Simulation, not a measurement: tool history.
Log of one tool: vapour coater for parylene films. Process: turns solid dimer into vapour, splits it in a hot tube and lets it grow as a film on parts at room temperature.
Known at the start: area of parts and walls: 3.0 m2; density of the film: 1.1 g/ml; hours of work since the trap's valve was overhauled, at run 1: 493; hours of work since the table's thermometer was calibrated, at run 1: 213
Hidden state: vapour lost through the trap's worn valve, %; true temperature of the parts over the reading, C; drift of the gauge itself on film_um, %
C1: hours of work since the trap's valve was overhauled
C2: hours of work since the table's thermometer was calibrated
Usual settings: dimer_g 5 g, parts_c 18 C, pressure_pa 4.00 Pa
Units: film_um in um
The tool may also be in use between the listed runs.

run 1 hour=0.0 | dimer_g=5 parts_c=18 pressure_pa=4.00 | C1=493 C2=213 | film_um=0.712
run 2 hour=11.3 | dimer_g=5 parts_c=14 pressure_pa=4.00 | C1=500 C2=220 | film_um=0.753
run 3 hour=24.7 | dimer_g=5 parts_c=14 pressure_pa=4.00 | C1=508 C2=228 | film_um=0.759
run 4 hour=39.5 | dimer_g=5 parts_c=14 pressure_pa=4.00 | C1=517 C2=237 | film_um=0.751
run 5 hour=63.0 | dimer_g=5 parts_c=14 pressure_pa=4.00 | C1=532 C2=251 | film_um=0.755
-- hour=76.6 trap's valve overhauled
run 6 hour=78.0 | dimer_g=5 parts_c=14 pressure_pa=4.00 | C1=1 C2=258 | film_um=0.826
run 7 hour=92.5 | dimer_g=5 parts_c=14 pressure_pa=4.00 | C1=10 C2=267 | film_um=0.821
run 8 hour=113.1 | dimer_g=5 parts_c=14 pressure_pa=4.00 | C1=22 C2=280 | film_um=0.818
run 9 hour=132.3 | dimer_g=5 parts_c=18 pressure_pa=2.34 | C1=34 C2=291 | film_um=0.879
run 10 hour=144.3 | dimer_g=5 parts_c=18 pressure_pa=2.34 | C1=41 C2=299 | film_um=0.866
run 11 hour=158.0 | dimer_g=5 parts_c=18 pressure_pa=2.34 | C1=50 C2=307 | film_um=0.881
run 12 hour=179.5 | dimer_g=3 parts_c=13 pressure_pa=5.01 | C1=63 C2=320 | film_um=0.464
run 13 hour=201.0 | dimer_g=4 parts_c=10 pressure_pa=10.98 | C1=76 C2=333 | film_um=0.536
run 14 hour=222.6 | dimer_g=4 parts_c=10 pressure_pa=10.55 | C1=89 C2=347 | film_um=0.539
run 15 hour=240.5 | dimer_g=5 parts_c=27 pressure_pa=3.91 | C1=100 C2=358 | film_um=0.646
run 16 hour=261.5 | dimer_g=3 parts_c=28 pressure_pa=8.21 | C1=113 C2=371 | film_um=0.329
run 17 hour=275.2 | dimer_g=3 parts_c=18 pressure_pa=9.95 | C1=122 C2=379 | film_um=0.362
run 18 hour=287.4 | dimer_g=3 parts_c=18 pressure_pa=9.95 | C1=129 C2=386 | film_um=0.358
run 19 hour=311.4 | dimer_g=6 parts_c=12 pressure_pa=3.33 | C1=144 C2=401 | film_um=1.048
run 20 hour=323.1 | dimer_g=5 parts_c=13 pressure_pa=5.52 | C1=151 C2=408 | film_um=0.744
run 21 hour=343.7 | dimer_g=5 parts_c=27 pressure_pa=4.15 | C1=164 C2=421 | film_um=0.649

Measured less the same run without the tool's hidden state. The same run-to-run variation is in both; the gauge's scatter may not be:
run=1 film_um=-0.061
run=2 film_um=-0.066
run=3 film_um=-0.067
run=4 film_um=-0.068
run=5 film_um=-0.070
run=6 film_um=+0.001
run=7 film_um=+0.000
run=8 film_um=-0.002
run=9 film_um=-0.003
run=10 film_um=-0.004
run=11 film_um=-0.005
run=12 film_um=-0.004
run=13 film_um=-0.005
run=14 film_um=-0.006
run=15 film_um=-0.009
run=16 film_um=-0.005
run=17 film_um=-0.006
run=18 film_um=-0.007
run=19 film_um=-0.022
run=20 film_um=-0.017
run=21 film_um=-0.015

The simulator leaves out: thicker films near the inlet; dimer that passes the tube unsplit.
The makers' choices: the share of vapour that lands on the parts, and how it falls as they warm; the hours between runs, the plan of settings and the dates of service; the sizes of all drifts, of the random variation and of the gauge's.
